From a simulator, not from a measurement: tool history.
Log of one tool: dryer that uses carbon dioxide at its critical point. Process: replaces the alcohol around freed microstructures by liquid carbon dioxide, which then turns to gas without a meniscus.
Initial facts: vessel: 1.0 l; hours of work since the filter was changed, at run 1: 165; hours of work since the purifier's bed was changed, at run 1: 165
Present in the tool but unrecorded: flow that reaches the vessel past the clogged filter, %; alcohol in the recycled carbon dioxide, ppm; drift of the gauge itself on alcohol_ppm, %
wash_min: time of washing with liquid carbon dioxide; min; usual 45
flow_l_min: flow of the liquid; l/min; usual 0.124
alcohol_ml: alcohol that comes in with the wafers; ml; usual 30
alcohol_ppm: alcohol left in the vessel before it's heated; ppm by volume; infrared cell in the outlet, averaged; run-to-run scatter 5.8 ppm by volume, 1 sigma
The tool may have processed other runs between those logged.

run   hour  wash_min  flow_l_min  alcohol_ml  hours of work since the filter was changed  hours of work since the purifier's bed was changed  alcohol_ppm
  1    0.0        45       0.124          30                                         165                                                 165          336
  2   15.5        45       0.124          30                                         172                                                 172          354
  3   26.4        45       0.124          30                                         177                                                 177          339
  4   40.5        45       0.124          30                                         184                                                 184          351
  5   56.6        45       0.124          86                                         192                                                 192          941
  6   78.8        45       0.124          86                                         203                                                 203         1000
  7   94.2        45       0.124          86                                         210                                                 210         1040
  8  107.8        45       0.124          30                                         217                                                 217          385
  9  127.3        45       0.124          30                                         226                                                 226          412
 10  138.1        35       0.124          30                                         232                                                 232          997
 11  152.7        45       0.124          30                                         239                                                 239          420
 12  163.1        45       0.124          27                                         244                                                 244          384
 13  173.7        45       0.124          23                                         249                                                 249          343
 14  185.5        45       0.124          23                                         255                                                 255          328
     204.0  -- inlet filter changed
 15  205.2        35       0.183         116                                           1                                                 264          455
 16  223.2        35       0.076          95                                           9                                                 272         8581
 17  245.5        35       0.114          95                                          20                                                 283         2693
 18  263.1        27       0.124          68                                          29                                                 292         3637
 19  282.8        72       0.076          61                                          38                                                 301          499
 20  299.1        35       0.164          30                                          46                                                 309          275
 21  317.4        37       0.098          37                                          55                                                 318         1567
 22  330.0        32       0.085          37                                          61                                                 324         3365
 23  349.7        31       0.146          21                                          71                                                 334          477
 24  363.2        52       0.136          99                                          77                                                 340          290
 25  386.2        36       0.163          68                                          88                                                 351          528
 26  397.5        72       0.124          30                                          94                                                 357           82
 27  420.3        72       0.124          30                                         105                                                 368          100
 28  441.0        45       0.165          52                                         115                                                 378          177

Each run again, without the hidden state but with its own random variation kept:
run  alcohol_ppm
  1          194
  2          203
  3          189
  4          191
  5          537
  6          550
  7          569
  8          193
  9          204
 10          588
 11          199
 12          176
 13          153
 14          140
 15          401
 16         8384
 17         2522
 18         3395
 19          396
 20          190
 21         1356
 22         3027
 23          354
 24          174
 25          356
 26           11
 27           25
 28           72

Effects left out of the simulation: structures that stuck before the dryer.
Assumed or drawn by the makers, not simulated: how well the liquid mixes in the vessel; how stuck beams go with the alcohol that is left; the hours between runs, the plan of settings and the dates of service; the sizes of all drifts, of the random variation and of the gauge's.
